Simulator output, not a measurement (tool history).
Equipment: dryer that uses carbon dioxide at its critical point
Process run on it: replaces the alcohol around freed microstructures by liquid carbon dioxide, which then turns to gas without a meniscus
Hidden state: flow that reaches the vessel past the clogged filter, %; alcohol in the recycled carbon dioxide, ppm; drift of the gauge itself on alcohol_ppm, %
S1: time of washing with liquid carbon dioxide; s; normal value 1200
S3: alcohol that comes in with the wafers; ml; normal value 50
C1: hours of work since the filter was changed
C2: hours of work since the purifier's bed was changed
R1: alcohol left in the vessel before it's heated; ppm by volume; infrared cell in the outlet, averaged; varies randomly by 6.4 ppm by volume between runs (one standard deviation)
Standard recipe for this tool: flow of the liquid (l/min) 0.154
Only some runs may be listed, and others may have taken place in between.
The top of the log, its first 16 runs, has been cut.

Run 17, hour 364.7: usual settings but S3 31 ml; C1 23; C2 334. Result: R1 239 ppm by volume.
Run 18, hour 393: usual settings but flow of the liquid (l/min) 0.244; C1 37; C2 349. Result: R1 79 ppm by volume.
Run 19, hour 412.2: usual settings but flow of the liquid (l/min) 0.244, S3 20 ml; C1 47; C2 358. Result: R1 76 ppm by volume.
Run 20, hour 429.3: usual settings but S3 21 ml; C1 56; C2 367. Result: R1 193 ppm by volume.
Run 21, hour 454: usual settings but S1 900 s, flow of the liquid (l/min) 0.135, S3 46 ml; C1 68; C2 380. Result: R1 2111 ppm by volume.
Run 22, hour 479.9: usual settings but S1 1620 s; C1 82; C2 393. Result: R1 121 ppm by volume.
Run 23, hour 492.7: usual settings but S1 1080 s, flow of the liquid (l/min) 0.152; C1 88; C2 400. Result: R1 739 ppm by volume.
Run 24, hour 513.3: usual settings but S1 1080 s, flow of the liquid (l/min) 0.152; C1 99; C2 410. Result: R1 739 ppm by volume.
Run 25, hour 526.5: usual settings but S1 1080 s, flow of the liquid (l/min) 0.152; C1 105; C2 417. Result: R1 723 ppm by volume.
Run 26, hour 538.6: usual settings but S1 1080 s, flow of the liquid (l/min) 0.152; C1 112; C2 423. Result: R1 762 ppm by volume.
Run 27, hour 564.5: usual settings but S1 1680 s, S3 37 ml; C1 125; C2 436. Result: R1 110 ppm by volume.
Run 28, hour 588.6: usual settings but S1 1680 s, flow of the liquid (l/min) 0.116, S3 37 ml; C1 137; C2 449. Result: R1 291 ppm by volume.
Run 29, hour 615.9: usual settings but S1 1860 s, flow of the liquid (l/min) 0.178, S3 34 ml; C1 151; C2 463. Result: R1 88 ppm by volume.
Run 30, hour 628.9: usual settings but S1 1860 s, S3 33 ml; C1 158; C2 469. Result: R1 109 ppm by volume.

3 options for the next run, each taken on its own from the tool as it stands now. Forecast them:
Run A, hour 652.7: usual settings but flow of the liquid (l/min) 0.181, S3 105 ml; C1 170; C2 481. Result: R1 ?.
Run B, hour 652.7: usual settings but S1 1860 s, flow of the liquid (l/min) 0.13, S3 22 ml; C1 170; C2 481. Result: R1 ?.
Run C, hour 652.7: usual settings but S1 1440 s, flow of the liquid (l/min) 0.253, S3 88 ml; C1 170; C2 481. Result: R1 ?.

run   R1
  A  437
  B  122
  C   88
Had the tool no hidden state, the same runs would have come out as:
run   R1
  A  207
  B   24
  C    3
